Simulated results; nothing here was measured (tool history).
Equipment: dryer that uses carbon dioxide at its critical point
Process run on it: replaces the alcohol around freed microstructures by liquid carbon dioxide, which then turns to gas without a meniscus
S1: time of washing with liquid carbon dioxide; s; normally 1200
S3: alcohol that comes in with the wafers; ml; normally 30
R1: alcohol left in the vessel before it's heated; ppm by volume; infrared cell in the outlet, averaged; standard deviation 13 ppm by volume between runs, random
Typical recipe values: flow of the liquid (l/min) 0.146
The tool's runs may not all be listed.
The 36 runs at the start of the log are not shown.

run 37 hour=994.6 | S1=780 flow_of_the_liquid_(l/min)=0.097 S3=20 | R1=8520
run 38 hour=1015.3 | S1=1200 flow_of_the_liquid_(l/min)=0.13 S3=30 | R1=2406
run 39 hour=1041.5 | S1=1200 flow_of_the_liquid_(l/min)=0.13 S3=30 | R1=2462
run 40 hour=1062.1 | S1=1200 flow_of_the_liquid_(l/min)=0.13 S3=30 | R1=2420
run 41 hour=1089.9 | S1=840 flow_of_the_liquid_(l/min)=0.123 S3=30 | R1=7292
run 42 hour=1112.2 | S1=840 flow_of_the_liquid_(l/min)=0.123 S3=30 | R1=7364
-- hour=1121.5 purifier's bed changed
run 43 hour=1135.2 | S1=840 flow_of_the_liquid_(l/min)=0.123 S3=30 | R1=7408
run 44 hour=1171.1 | S1=1200 flow_of_the_liquid_(l/min)=0.239 S3=30 | R1=166
-- hour=1178.4 inlet filter changed
run 45 hour=1199.9 | S1=1200 flow_of_the_liquid_(l/min)=0.171 S3=30 | R1=414
run 46 hour=1220.7 | S1=1200 flow_of_the_liquid_(l/min)=0.105 S3=29 | R1=2976
run 47 hour=1235.2 | S1=1200 flow_of_the_liquid_(l/min)=0.105 S3=29 | R1=2902

Below are 3 alternative next runs, each starting from the tool's condition after run 47. Predict each:
run A hour=1263.4 | S1=780 flow_of_the_liquid_(l/min)=0.105 S3=48 | R1=?
run B hour=1263.4 | S1=1380 flow_of_the_liquid_(l/min)=0.127 S3=30 | R1=?
run C hour=1263.4 | S1=1020 flow_of_the_liquid_(l/min)=0.146 S3=30 | R1=?

run=A R1=13693
run=B R1=981
run=C R1=1689
Without the tool's hidden state the same runs would have given:
run=A R1=13040
run=B R1=858
run=C R1=1520
